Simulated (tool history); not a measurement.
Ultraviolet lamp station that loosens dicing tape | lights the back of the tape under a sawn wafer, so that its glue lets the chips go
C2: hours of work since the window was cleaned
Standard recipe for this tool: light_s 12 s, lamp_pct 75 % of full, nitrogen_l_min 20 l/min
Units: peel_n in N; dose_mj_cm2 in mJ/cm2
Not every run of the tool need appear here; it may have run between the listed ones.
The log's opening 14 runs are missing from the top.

Run 15, day 33.875: usual settings but nitrogen_l_min 28 l/min; hours of work of the lamp 1218; C2 222. Result: peel_n 1.434 N, dose_mj_cm2 115 mJ/cm2.
Run 16, day 35.592: usual settings but nitrogen_l_min 28 l/min; hours of work of the lamp 1248; C2 252. Result: peel_n 1.499 N, dose_mj_cm2 118 mJ/cm2.
Run 17, day 38.296: usual settings but light_s 14 s; hours of work of the lamp 1294; C2 299. Result: peel_n 1.415 N, dose_mj_cm2 133 mJ/cm2.
At day 40.708: window cleaned of glue's vapour, once more.
Run 18, day 40.967: usual settings; hours of work of the lamp 1341; C2 5. Result: peel_n 1.355 N, dose_mj_cm2 133 mJ/cm2.
Run 19, day 42.546: usual settings; hours of work of the lamp 1368; C2 32. Result: peel_n 1.384 N, dose_mj_cm2 132 mJ/cm2.
Run 20, day 45.362: usual settings; hours of work of the lamp 1417; C2 81. Result: peel_n 1.382 N, dose_mj_cm2 130 mJ/cm2.
Run 21, day 48.038: usual settings but light_s 19 s, lamp_pct 97 % of full, nitrogen_l_min 22 l/min; hours of work of the lamp 1463; C2 127. Result: peel_n 0.467 N, dose_mj_cm2 258 mJ/cm2.
At day 48.212: lamp changed.
Run 22, day 51.142: usual settings but light_s 7 s; hours of work of the lamp 51; C2 180. Result: peel_n 1.658 N, dose_mj_cm2 110 mJ/cm2.
Run 23, day 53.329: usual settings but light_s 8 s, lamp_pct 62 % of full, nitrogen_l_min 26 l/min; hours of work of the lamp 89; C2 218. Result: peel_n 1.708 N, dose_mj_cm2 104 mJ/cm2.
Run 24, day 54.879: usual settings but light_s 9 s, lamp_pct 82 % of full, nitrogen_l_min 16 l/min; hours of work of the lamp 116; C2 245. Result: peel_n 1.234 N, dose_mj_cm2 153 mJ/cm2.
Run 25, day 58.025: usual settings but light_s 9 s, lamp_pct 82 % of full, nitrogen_l_min 16 l/min; hours of work of the lamp 170; C2 300. Result: peel_n 1.297 N, dose_mj_cm2 147 mJ/cm2.
Run 26, day 60.121: usual settings but light_s 8 s; hours of work of the lamp 207; C2 336. Result: peel_n 1.621 N, dose_mj_cm2 120 mJ/cm2.
Run 27, day 61.421: usual settings but light_s 11 s; hours of work of the lamp 229; C2 359. Result: peel_n 1.017 N, dose_mj_cm2 164 mJ/cm2.
Run 28, day 63.267: usual settings but light_s 11 s; hours of work of the lamp 261; C2 391. Result: peel_n 1.022 N, dose_mj_cm2 158 mJ/cm2.
Run 29, day 66.483: usual settings but light_s 22 s; hours of work of the lamp 317; C2 447. Result: peel_n 0.365 N, dose_mj_cm2 309 mJ/cm2.
At day 67.388: window cleaned of glue's vapour.
Run 30, day 69.696: usual settings but light_s 22 s, lamp_pct 78 % of full, nitrogen_l_min 6 l/min; hours of work of the lamp 373; C2 40. Result: peel_n 0.582 N, dose_mj_cm2 340 mJ/cm2.
Run 31, day 71.312: usual settings but light_s 22 s, lamp_pct 78 % of full, nitrogen_l_min 6 l/min; hours of work of the lamp 401; C2 68. Result: peel_n 0.604 N, dose_mj_cm2 338 mJ/cm2.
Run 32, day 74.35: usual settings but light_s 22 s, lamp_pct 78 % of full, nitrogen_l_min 6 l/min; hours of work of the lamp 453; C2 121. Result: peel_n 0.62 N, dose_mj_cm2 333 mJ/cm2.
Run 33, day 76.208: usual settings but light_s 22 s, lamp_pct 78 % of full, nitrogen_l_min 6 l/min; hours of work of the lamp 486; C2 153. Result: peel_n 0.648 N, dose_mj_cm2 326 mJ/cm2.
Run 34, day 78.092: usual settings but light_s 13 s, lamp_pct 64 % of full, nitrogen_l_min 16 l/min; hours of work of the lamp 518; C2 186. Result: peel_n 1.234 N, dose_mj_cm2 151 mJ/cm2.
Run 35, day 79.946: usual settings but light_s 16 s; hours of work of the lamp 551; C2 218. Result: peel_n 0.619 N, dose_mj_cm2 224 mJ/cm2.
Run 36, day 83.175: usual settings but light_s 22 s, lamp_pct 94 % of full; hours of work of the lamp 607; C2 274. Result: peel_n 0.301 N, dose_mj_cm2 367 mJ/cm2.
Run 37, day 86.371: usual settings but light_s 22 s, lamp_pct 94 % of full; hours of work of the lamp 662; C2 330. Result: peel_n 0.313 N, dose_mj_cm2 356 mJ/cm2.
Run 38, day 89.388: usual settings but light_s 22 s, lamp_pct 94 % of full, nitrogen_l_min 10 l/min; hours of work of the lamp 715; C2 382. Result: peel_n 0.443 N, dose_mj_cm2 347 mJ/cm2.
Run 39, day 91.188: usual settings but light_s 22 s, lamp_pct 63 % of full, nitrogen_l_min 8 l/min; hours of work of the lamp 746; C2 413. Result: peel_n 0.973 N, dose_mj_cm2 231 mJ/cm2.

Consider 4 possible next runs. They are alternatives, not a sequence: every one starts from the tool as it was left by run 39. What does each give?
At day 94.092: window cleaned of glue's vapour.
Run A, day 94.271: usual settings but lamp_pct 60 % of full, nitrogen_l_min 16 l/min; hours of work of the lamp 799; C2 3. Result: peel_n ?, dose_mj_cm2 ?.
At day 94.092: window cleaned of glue's vapour.
Run B, day 94.271: usual settings but nitrogen_l_min 10 l/min; hours of work of the lamp 799; C2 3. Result: peel_n ?, dose_mj_cm2 ?.
At day 94.092: window cleaned of glue's vapour.
Run C, day 94.271: usual settings but light_s 7 s; hours of work of the lamp 799; C2 3. Result: peel_n ?, dose_mj_cm2 ?.
At day 94.092: window cleaned of glue's vapour.
Run D, day 94.271: usual settings but light_s 10 s, lamp_pct 76 % of full, nitrogen_l_min 7 l/min; hours of work of the lamp 799; C2 3. Result: peel_n ?, dose_mj_cm2 ?.

run  peel_n  dose_mj_cm2
  A   1.608          130
  B   1.383          159
  C   2.077           94
  D   2.001          135
Had the tool no hidden state, the same runs would have come out as:
run  peel_n  dose_mj_cm2
  A   1.145          166
  B   0.968          205
  C   1.569          121
  D   1.505          174

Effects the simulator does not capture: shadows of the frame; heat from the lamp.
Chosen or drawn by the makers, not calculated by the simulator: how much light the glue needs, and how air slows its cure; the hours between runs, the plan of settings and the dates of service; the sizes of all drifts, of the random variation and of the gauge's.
